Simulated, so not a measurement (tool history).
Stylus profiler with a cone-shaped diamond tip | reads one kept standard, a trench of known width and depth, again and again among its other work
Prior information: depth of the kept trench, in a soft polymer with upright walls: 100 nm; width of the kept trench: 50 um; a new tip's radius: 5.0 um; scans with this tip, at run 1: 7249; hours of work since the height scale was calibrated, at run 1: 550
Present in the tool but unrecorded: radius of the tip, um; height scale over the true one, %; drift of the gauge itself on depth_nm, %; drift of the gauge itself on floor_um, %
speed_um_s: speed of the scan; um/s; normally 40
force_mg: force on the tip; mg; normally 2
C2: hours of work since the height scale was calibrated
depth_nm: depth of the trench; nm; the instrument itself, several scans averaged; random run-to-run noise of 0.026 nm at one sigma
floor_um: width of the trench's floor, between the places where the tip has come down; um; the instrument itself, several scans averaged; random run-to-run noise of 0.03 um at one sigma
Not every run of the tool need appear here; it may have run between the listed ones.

Run 1, day 0: usual settings; scans with this tip 7249; C2 550. Result: depth_nm 101.46 nm, floor_um 47.42 um.
Run 2, day 0.667: usual settings; scans with this tip 7355; C2 558. Result: depth_nm 101.45 nm, floor_um 47.39 um.
Run 3, day 1.925: usual settings; scans with this tip 7557; C2 573. Result: depth_nm 101.48 nm, floor_um 47.39 um.
Run 4, day 3.258: usual settings; scans with this tip 7771; C2 589. Result: depth_nm 101.47 nm, floor_um 47.37 um.
Run 5, day 4.096: usual settings; scans with this tip 7905; C2 599. Result: depth_nm 101.49 nm, floor_um 47.34 um.
Run 6, day 5.108: usual settings; scans with this tip 8066; C2 612. Result: depth_nm 101.5 nm, floor_um 47.36 um.
Run 7, day 5.725: usual settings; scans with this tip 8166; C2 619. Result: depth_nm 101.44 nm, floor_um 47.36 um.
Run 8, day 7.167: usual settings; scans with this tip 8396; C2 637. Result: depth_nm 101.45 nm, floor_um 47.35 um.
Run 9, day 8.617: usual settings; scans with this tip 8628; C2 654. Result: depth_nm 101.48 nm, floor_um 47.3 um.
Run 10, day 9.896: usual settings; scans with this tip 8833; C2 670. Result: depth_nm 101.46 nm, floor_um 47.3 um.
Run 11, day 10.521: usual settings; scans with this tip 8933; C2 677. Result: depth_nm 101.46 nm, floor_um 47.28 um.
At day 10.629: height scale calibrated on a step standard.
Run 12, day 11.788: usual settings but speed_um_s 10 um/s, force_mg 4.68 mg; scans with this tip 9133; C2 14. Result: depth_nm 102.54 nm, floor_um 47.44 um.
Run 13, day 12.642: usual settings but speed_um_s 10 um/s, force_mg 4.68 mg; scans with this tip 9270; C2 24. Result: depth_nm 102.59 nm, floor_um 47.36 um.
Run 14, day 13.904: usual settings but speed_um_s 104 um/s, force_mg 3.11 mg; scans with this tip 9472; C2 40. Result: depth_nm 101.99 nm, floor_um 47.07 um.
Run 15, day 14.938: usual settings but speed_um_s 54 um/s, force_mg 1.82 mg; scans with this tip 9637; C2 52. Result: depth_nm 101.44 nm, floor_um 47.22 um.
At day 15.758: height scale calibrated on a step standard, once more.
Run 16, day 15.758: usual settings but speed_um_s 57 um/s, force_mg 2.5 mg; scans with this tip 9765; C2 0. Result: depth_nm 101.56 nm, floor_um 47.23 um.
Run 17, day 16.421: usual settings but speed_um_s 145 um/s, force_mg 0.74 mg; scans with this tip 9872; C2 8. Result: depth_nm 100.71 nm, floor_um 46.49 um.
Run 18, day 17.267: usual settings but speed_um_s 64 um/s, force_mg 1.2 mg; scans with this tip 10007; C2 18. Result: depth_nm 100.96 nm, floor_um 47.05 um.
Run 19, day 18.058: usual settings but speed_um_s 47 um/s, force_mg 2.02 mg; scans with this tip 10133; C2 28. Result: depth_nm 101.34 nm, floor_um 47.21 um.
Run 20, day 19.208: usual settings but speed_um_s 47 um/s, force_mg 2.02 mg; scans with this tip 10318; C2 42. Result: depth_nm 101.37 nm, floor_um 47.24 um.
Run 21, day 20.121: usual settings but speed_um_s 63 um/s, force_mg 2.12 mg; scans with this tip 10464; C2 53. Result: depth_nm 101.42 nm, floor_um 47.12 um.
Run 22, day 20.975: usual settings but speed_um_s 63 um/s, force_mg 1.81 mg; scans with this tip 10601; C2 63. Result: depth_nm 101.31 nm, floor_um 47.12 um.

Each row is a separate what-if for the run after 22, all from the same tool condition, not one after another. Results?
Run A, day 22.121: usual settings but speed_um_s 60 um/s, force_mg 0.98 mg; scans with this tip 10784; C2 77. Result: depth_nm ?, floor_um ?.
Run B, day 22.121: usual settings but speed_um_s 81 um/s, force_mg 1.81 mg; scans with this tip 10784; C2 77. Result: depth_nm ?, floor_um ?.
Run C, day 22.121: usual settings but speed_um_s 76 um/s, force_mg 1.79 mg; scans with this tip 10784; C2 77. Result: depth_nm ?, floor_um ?.

run  depth_nm  floor_um
  A    100.88     46.98
  B    101.29     46.99
  C    101.28     47.03
With the hidden condition removed and each run's random variation left untouched, the same runs would have given:
run  depth_nm  floor_um
  A    100.82     47.65
  B    101.23     47.66
  C    101.22      47.7

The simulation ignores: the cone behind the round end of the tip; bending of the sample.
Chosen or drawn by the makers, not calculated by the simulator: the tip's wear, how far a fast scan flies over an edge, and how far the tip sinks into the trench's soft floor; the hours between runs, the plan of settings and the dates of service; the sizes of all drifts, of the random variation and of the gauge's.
